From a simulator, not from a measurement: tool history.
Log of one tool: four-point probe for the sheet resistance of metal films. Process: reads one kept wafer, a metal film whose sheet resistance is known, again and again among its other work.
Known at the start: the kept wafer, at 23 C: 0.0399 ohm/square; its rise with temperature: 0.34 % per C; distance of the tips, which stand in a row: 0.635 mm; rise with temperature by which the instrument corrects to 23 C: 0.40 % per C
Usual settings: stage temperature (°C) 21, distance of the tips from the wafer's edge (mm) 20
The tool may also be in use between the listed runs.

run	day	stage temperature (°C)	distance of the tips from the wafer's edge (mm)	sheet resistance as the instrument gives it (ohm/square)
1	0.000	21	20	0.040206
2	1.496	21	20	0.040208
3	2.800	21	20	0.040212
4	4.662	21	20	0.040204
5	6.400	21	20	0.040212
6	8.375	21	20	0.040212
7	9.562	21	20	0.040228
8	10.992	21	20	0.040239
9	12.133	21	20	0.040242
10	14.550	21	20	0.040252
11	16.429	21	20	0.040269
12	18.850	21	20	0.040263
13	20.054	25	20	0.040171
14	22.479	20	20	0.040299
15	24.629	20	34	0.040314
16	27.379	20	34	0.040302
17	29.017	21	20	0.040297
18	30.983	29	20	0.040114
# day 31.154: stage's thermometer calibrated
19	33.800	29	20	0.040139
20	36.346	29	20	0.040150
21	37.683	33	16	0.040077
# day 38.658: stage's thermometer calibrated, once more
22	39.196	26	15	0.040182
23	40.538	21	71	0.040286
24	42.783	21	71	0.040308
25	45.225	21	71	0.040293
26	47.046	22	71	0.040278
27	49.412	32	5	0.040396
28	51.183	29	16	0.040142
29	52.842	24	11	0.040312
30	54.204	29	5	0.040502
# day 55.125: new probe head fitted
31	56.671	19	5	0.040267
32	58.125	18	6	0.040181
33	60.629	18	6	0.040184
34	63.371	18	6	0.040210
35	65.671	21	3	0.040844
36	68.092	25	26	0.039830
37	69.383	22	20	0.039911
38	70.646	20	22	0.039952
39	72.579	20	22	0.039970

Forecast each of these 3 alternatives for the next run:
A	73.792	18	10	?
B	73.792	30	21	?
C	73.792	20	8	?

run	sheet resistance as the instrument gives it (ohm/square)
A	0.040100
B	0.039734
C	0.040104
Without the tool's hidden state the same runs would have given:
run	sheet resistance as the instrument gives it (ohm/square)
A	0.040117
B	0.039752
C	0.040121
